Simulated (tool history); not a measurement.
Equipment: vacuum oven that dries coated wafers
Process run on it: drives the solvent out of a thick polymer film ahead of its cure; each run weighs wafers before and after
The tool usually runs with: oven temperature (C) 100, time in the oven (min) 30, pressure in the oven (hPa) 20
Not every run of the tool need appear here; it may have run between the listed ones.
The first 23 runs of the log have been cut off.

run,hour,oven temperature (C),time in the oven (min),pressure in the oven (hPa),solvent left in the film (%)
# hour 943.7: oven's thermocouples calibrated
24,974,100,30,20,2.63
25,1032,95,21,16.8,4.38
26,1087.1,92,20,37.6,7.27
27,1138.1,92,47,37.6,5.32
28,1174.1,92,47,37.6,5.28
29,1207.6,92,47,37.6,5.27
30,1253.9,97,40,30.8,3.72
31,1314.1,100,38,21.4,2.49
32,1354.2,100,46,21.4,2.42
33,1398.9,100,46,21.4,2.42
34,1452,100,46,21.4,2.45
35,1489.2,98,51,20,2.46
36,1515,98,26,22,3.5
37,1576,112,30,75.8,4.58

Estimate the outcome of run 38 from the log above:
38,1627.2,99,30,75.8,?

solvent left in the film (%): 7.59
If the tool had no hidden condition, the same run with the same run-to-run variation would have returned solvent left in the film (%) 7.29.
